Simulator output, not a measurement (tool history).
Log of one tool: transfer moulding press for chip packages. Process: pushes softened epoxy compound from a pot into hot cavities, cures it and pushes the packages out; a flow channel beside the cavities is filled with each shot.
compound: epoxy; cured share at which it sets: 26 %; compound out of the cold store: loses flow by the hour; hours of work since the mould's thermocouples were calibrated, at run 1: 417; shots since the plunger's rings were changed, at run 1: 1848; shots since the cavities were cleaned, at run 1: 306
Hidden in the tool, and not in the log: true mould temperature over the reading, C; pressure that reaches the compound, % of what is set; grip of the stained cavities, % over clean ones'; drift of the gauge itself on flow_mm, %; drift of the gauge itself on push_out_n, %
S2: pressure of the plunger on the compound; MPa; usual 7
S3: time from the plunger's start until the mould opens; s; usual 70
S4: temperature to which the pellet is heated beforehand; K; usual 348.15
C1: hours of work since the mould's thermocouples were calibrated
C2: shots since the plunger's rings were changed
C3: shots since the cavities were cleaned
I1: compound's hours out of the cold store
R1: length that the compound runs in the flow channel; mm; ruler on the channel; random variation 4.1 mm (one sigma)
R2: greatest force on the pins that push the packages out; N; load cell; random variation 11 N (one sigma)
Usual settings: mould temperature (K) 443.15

run 1 hour=0 | mould_temperature_(K)=443.15 S2=7 S3=70 S4=348.15 | C1=417 C2=1848 C3=306 | I1=42.9 | R1=700 R2=683
-- hour=11.7 cavities cleaned with cleaning compound and waxed
-- hour=42.2 cavities cleaned with cleaning compound and waxed
run 2 hour=42.2 | mould_temperature_(K)=443.15 S2=7 S3=70 S4=348.15 | C1=442 C2=2480 C3=0 | I1=40.6 | R1=697 R2=514
-- hour=71.1 cavities cleaned with cleaning compound and waxed
run 3 hour=79.8 | mould_temperature_(K)=443.15 S2=7 S3=70 S4=348.15 | C1=464 C2=3061 C3=139 | I1=15.9 | R1=835 R2=652
-- hour=90.3 plunger's sealing rings changed
-- hour=105.3 cavities cleaned with cleaning compound and waxed
run 4 hour=109.1 | mould_temperature_(K)=443.15 S2=7 S3=70 S4=348.15 | C1=480 C2=280 C3=61 | I1=20.8 | R1=853 R2=581
-- hour=136.4 cavities cleaned with cleaning compound and waxed
-- hour=165.9 cavities cleaned with cleaning compound and waxed
run 5 hour=165.9 | mould_temperature_(K)=443.15 S2=7 S3=70 S4=348.15 | C1=514 C2=1146 C3=0 | I1=33.8 | R1=757 R2=517
-- hour=197.7 cavities cleaned with cleaning compound and waxed
run 6 hour=197.9 | mould_temperature_(K)=443.15 S2=7 S3=70 S4=348.15 | C1=534 C2=1638 C3=3 | I1=18.9 | R1=839 R2=583
-- hour=207.6 mould's thermocouples calibrated
-- hour=232.4 cavities cleaned with cleaning compound and waxed
run 7 hour=237.8 | mould_temperature_(K)=443.15 S2=7 S3=70 S4=348.15 | C1=18 C2=2225 C3=87 | I1=23.8 | R1=806 R2=589
-- hour=261.9 cavities cleaned with cleaning compound and waxed
run 8 hour=265.7 | mould_temperature_(K)=443.15 S2=7 S3=70 S4=348.15 | C1=35 C2=2650 C3=61 | I1=41.8 | R1=701 R2=546
-- hour=292.9 cavities cleaned with cleaning compound and waxed
-- hour=304.6 plunger's sealing rings changed
run 9 hour=309.2 | mould_temperature_(K)=443.15 S2=6.41 S3=70 S4=348.15 | C1=60 C2=74 C3=223 | I1=43.2 | R1=692 R2=623
-- hour=325.5 cavities cleaned with cleaning compound and waxed
-- hour=354.5 cavities cleaned with cleaning compound and waxed
run 10 hour=360.9 | mould_temperature_(K)=447.15 S2=6.61 S3=70 S4=345.15 | C1=91 C2=859 C3=102 | I1=21.1 | R1=813 R2=473
-- hour=387.3 cavities cleaned with cleaning compound and waxed
-- hour=419.4 cavities cleaned with cleaning compound and waxed
run 11 hour=419.4 | mould_temperature_(K)=448.15 S2=7.94 S3=82 S4=348.15 | C1=126 C2=1753 C3=0 | I1=43.4 | R1=738 R2=311
-- hour=452.3 cavities cleaned with cleaning compound and waxed
run 12 hour=477 | mould_temperature_(K)=448.15 S2=7.94 S3=82 S4=348.15 | C1=161 C2=2658 C3=398 | I1=41.6 | R1=728 R2=460

Forecast run 13:
-- hour=481.4 cavities cleaned with cleaning compound and waxed
-- hour=512.6 cavities cleaned with cleaning compound and waxed
-- hour=519.8 plunger's sealing rings changed
run 13 hour=525 | mould_temperature_(K)=441.15 S2=5.26 S3=89 S4=355.15 | C1=188 C2=85 C3=160 | I1=28.7 | R1=? R2=?

Run 13 gave R1 706 mm, R2 428 N.
Without the tool's hidden state the same run would have given R1 707 mm, R2 341 N.
